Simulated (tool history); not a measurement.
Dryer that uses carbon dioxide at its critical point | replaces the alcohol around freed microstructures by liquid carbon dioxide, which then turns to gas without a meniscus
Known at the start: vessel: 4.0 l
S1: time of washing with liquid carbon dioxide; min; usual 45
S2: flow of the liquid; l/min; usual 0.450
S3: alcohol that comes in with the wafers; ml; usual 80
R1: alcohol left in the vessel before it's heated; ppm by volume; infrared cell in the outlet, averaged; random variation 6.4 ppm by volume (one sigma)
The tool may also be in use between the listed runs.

run,day,S1,S2,S3,R1
1,0.000,45,0.450,80,420
2,0.958,45,0.450,80,437
3,1.792,45,0.296,80,1550
4,2.683,45,0.296,80,1557
5,3.204,45,0.450,84,465
6,3.804,42,0.450,80,553
7,4.362,42,0.548,80,295
8,5.212,42,0.548,80,288
9,5.938,42,0.548,80,301
10,6.567,45,0.450,80,458
11,7.642,40,0.450,80,672
12,8.525,45,0.450,80,469
# day 9.346: inlet filter changed
13,9.400,38,0.450,80,635
14,9.888,38,0.450,80,648
15,10.833,38,0.450,80,633
16,11.354,38,0.450,80,660
17,12.275,45,0.450,21,204
18,12.912,45,0.450,21,202
19,13.750,71,0.450,21,135
20,14.471,45,0.450,74,386
21,15.279,45,0.450,29,235
22,16.362,45,0.450,29,239
23,17.371,45,0.450,38,281
24,17.962,45,0.450,38,280
25,18.471,45,0.450,38,271
26,19.342,45,0.450,38,273
27,20.029,29,0.340,67,2343
28,20.850,58,0.340,117,664
29,21.633,58,0.340,117,662
30,22.204,53,0.362,66,468
31,23.121,35,0.395,65,1080
32,23.604,35,0.395,35,660
33,24.079,45,0.657,80,203
34,24.746,31,0.545,57,564
35,25.354,53,0.276,57,908
36,25.988,45,0.378,31,400
37,26.783,45,0.450,24,254
38,27.854,34,0.301,80,2744
39,28.329,34,0.301,80,2737
40,29.146,49,0.450,80,383
41,30.133,38,0.450,28,395
42,31.171,38,0.450,28,383
43,31.779,59,0.506,103,240
44,32.242,53,0.287,73,1070
45,32.767,28,0.392,44,1364
46,33.517,28,0.392,44,1341
47,34.179,28,0.392,44,1333

4 ways to go on from here, each from the tool as it stands after run 47. What would each give?
# day 34.554: purifier's bed changed
A,34.908,28,0.761,41,?
# day 34.554: purifier's bed changed
B,34.908,70,0.385,42,?
# day 34.554: purifier's bed changed
C,34.908,47,0.392,80,?
# day 34.554: purifier's bed changed
D,34.908,37,0.343,27,?

run,R1
A,128
B,50
C,497
D,530
Without the tool's hidden state the same runs would have given:
run,R1
A,104
B,38
C,415
D,468

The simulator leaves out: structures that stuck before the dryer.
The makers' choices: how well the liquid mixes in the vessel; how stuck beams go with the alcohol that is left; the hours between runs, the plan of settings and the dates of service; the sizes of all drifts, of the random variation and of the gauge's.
